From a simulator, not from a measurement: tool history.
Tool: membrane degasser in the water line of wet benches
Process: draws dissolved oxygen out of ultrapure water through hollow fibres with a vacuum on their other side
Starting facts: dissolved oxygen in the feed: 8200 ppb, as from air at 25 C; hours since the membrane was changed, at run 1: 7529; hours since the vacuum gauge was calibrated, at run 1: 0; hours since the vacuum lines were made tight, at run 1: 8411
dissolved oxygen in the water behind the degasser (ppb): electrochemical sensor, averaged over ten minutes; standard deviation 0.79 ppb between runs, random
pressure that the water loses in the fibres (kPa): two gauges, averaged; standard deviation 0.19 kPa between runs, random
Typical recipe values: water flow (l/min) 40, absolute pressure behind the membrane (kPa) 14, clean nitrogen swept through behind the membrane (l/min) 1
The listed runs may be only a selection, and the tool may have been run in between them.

run	day	water flow (l/min)	absolute pressure behind the membrane (kPa)	clean nitrogen swept through behind the membrane (l/min)	hours since the membrane was changed	hours since the vacuum gauge was calibrated	hours since the vacuum lines were made tight	dissolved oxygen in the water behind the degasser (ppb)	pressure that the water loses in the fibres (kPa)
1	0	40	14	1	7529	0	8411	808.4	37.57
2	5.025	40	14	1	7650	121	8532	808.3	37.86
3	9.992	52	14	1	7769	240	8651	983.6	49.13
4	17.254	52	26.7	1	7943	414	8826	1897.3	49.02
5	23.442	52	26.7	1	8092	563	8974	1899.2	49.21
6	30.692	52	26.7	1	8266	737	9148	1901.6	49
7	38.788	40	14	1	8460	931	9342	808.7	37.48
8	42.808	40	8.9	1	8556	1027	9439	449.4	37.77
9	46.238	40	11.8	1	8639	1110	9521	657	37.89
# day 51.508: seals of the vacuum lines changed
10	53.146	40	11.8	1	8803	1273	39	658.4	37.81
11	60.088	40	14	1	8969	1440	206	807.6	37.74
12	68.292	40	14	1	9166	1637	403	808.2	37.67
13	72.512	40	14	1	9267	1738	504	808	37.5
14	80.192	40	12.5	1	9452	1923	688	705	37.7
15	83.796	40	14	1	9538	2009	775	808.9	37.37
16	89.454	40	14	1	9674	2145	911	807.9	37.52
17	93.012	36	32.6	1	9759	2230	996	1775.6	34
18	96.762	53	15.5	2.6	9849	2320	1086	547.6	49.86
19	103.075	40	10.2	0.4	10001	2472	1238	1003.9	37.42
20	109.021	46	18.5	1.55	10144	2615	1380	887.8	43.39
21	115.571	46	18.5	1.55	10301	2772	1538	887.7	43.09
22	120.438	32	11.6	2.65	10418	2888	1654	238	30.36
23	124.554	31	14	0.49	10516	2987	1753	1108.2	29.36
24	132.233	40	18.6	1	10701	3172	1937	1109.9	37.56
25	136.154	40	18.6	1	10795	3266	2032	1108.1	37.79
26	144.362	26	27.3	1.23	10992	3463	2229	1008.9	24.43
27	152.421	39	27.3	0.43	11185	3656	2422	2676.6	36.54
28	156.846	39	27.3	0.43	11291	3762	2528	2674.2	36.82
# day 160.783: vacuum gauge calibrated
29	160.892	41	17.5	2.23	11388	3	2625	568.3	38.49
30	165.933	41	17.5	2.23	11509	124	2746	567.3	38.39
31	170.517	41	17.5	2.23	11619	234	2856	568.4	38.61

Take each entry between the runs: how does the hidden state at the last listed run before it differ from the hidden state at the first listed run after it?
After run 9, before run 10: seals of the vacuum lines changed (day 51.508)
  air that leaks in behind the membrane, l/min: 0.0023 -> 0.002
After run 28, before run 29: vacuum gauge calibrated (day 160.783)
  the hidden state is the same at both runs

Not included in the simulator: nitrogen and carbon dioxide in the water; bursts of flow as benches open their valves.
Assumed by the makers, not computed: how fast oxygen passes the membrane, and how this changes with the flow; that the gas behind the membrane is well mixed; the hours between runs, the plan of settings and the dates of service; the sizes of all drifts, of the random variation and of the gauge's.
